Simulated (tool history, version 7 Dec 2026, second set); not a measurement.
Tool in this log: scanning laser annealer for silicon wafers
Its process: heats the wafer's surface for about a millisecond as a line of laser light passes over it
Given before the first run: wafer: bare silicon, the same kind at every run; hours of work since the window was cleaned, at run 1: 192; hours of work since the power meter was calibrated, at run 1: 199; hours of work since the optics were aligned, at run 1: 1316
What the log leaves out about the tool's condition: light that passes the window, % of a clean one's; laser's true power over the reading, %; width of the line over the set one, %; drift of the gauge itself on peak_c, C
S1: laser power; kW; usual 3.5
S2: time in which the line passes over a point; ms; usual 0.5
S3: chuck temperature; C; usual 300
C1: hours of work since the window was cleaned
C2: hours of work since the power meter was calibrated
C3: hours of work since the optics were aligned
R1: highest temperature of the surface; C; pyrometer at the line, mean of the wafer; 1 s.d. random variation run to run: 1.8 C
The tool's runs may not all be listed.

{"run": 1, "hour": 0.0, "S1": 3.5, "S2": 0.5, "S3": 300, "C1": 192, "C2": 199, "C3": 1316, "R1": 1026}
{"run": 2, "hour": 28.1, "S1": 3.5, "S2": 0.5, "S3": 300, "C1": 206, "C2": 213, "C3": 1330, "R1": 1027}
{"run": 3, "hour": 42.6, "S1": 3.5, "S2": 0.5, "S3": 307, "C1": 213, "C2": 221, "C3": 1338, "R1": 1034}
{"run": 4, "hour": 62.5, "S1": 3.5, "S2": 0.5, "S3": 307, "C1": 223, "C2": 231, "C3": 1348, "R1": 1032}
{"run": 5, "hour": 84.1, "S1": 3.5, "S2": 0.5, "S3": 307, "C1": 234, "C2": 242, "C3": 1358, "R1": 1032}
{"run": 6, "hour": 115.0, "S1": 3.5, "S2": 0.5, "S3": 307, "C1": 249, "C2": 257, "C3": 1374, "R1": 1028}
{"run": 7, "hour": 145.3, "S1": 3.458, "S2": 0.547, "S3": 289, "C1": 265, "C2": 272, "C3": 1389, "R1": 1037}
{"run": 8, "hour": 172.5, "S1": 3.458, "S2": 0.547, "S3": 289, "C1": 278, "C2": 286, "C3": 1403, "R1": 1041}
{"run": 9, "hour": 200.1, "S1": 3.59, "S2": 0.368, "S3": 289, "C1": 292, "C2": 300, "C3": 1417, "R1": 909}
{"run": 10, "hour": 226.2, "S1": 3.345, "S2": 0.423, "S3": 263, "C1": 305, "C2": 313, "C3": 1430, "R1": 887}

Below are 4 alternative next runs, each starting from the tool's condition after run 10. Predict each:
{"run": "A", "hour": 240.6, "S1": 3.345, "S2": 0.423, "S3": 276, "C1": 313, "C2": 320, "C3": 1437, "R1": "?"}
{"run": "B", "hour": 240.6, "S1": 3.476, "S2": 0.587, "S3": 328, "C1": 313, "C2": 320, "C3": 1437, "R1": "?"}
{"run": "C", "hour": 240.6, "S1": 3.5, "S2": 0.44, "S3": 300, "C1": 313, "C2": 320, "C3": 1437, "R1": "?"}
{"run": "D", "hour": 240.6, "S1": 3.5, "S2": 0.567, "S3": 329, "C1": 313, "C2": 320, "C3": 1437, "R1": "?"}

run=A R1=903
run=B R1=1111
run=C R1=969
run=D R1=1098
What these runs would have given with no unlogged condition in the tool:
run=A R1=925
run=B R1=1138
run=C R1=992
run=D R1=1125

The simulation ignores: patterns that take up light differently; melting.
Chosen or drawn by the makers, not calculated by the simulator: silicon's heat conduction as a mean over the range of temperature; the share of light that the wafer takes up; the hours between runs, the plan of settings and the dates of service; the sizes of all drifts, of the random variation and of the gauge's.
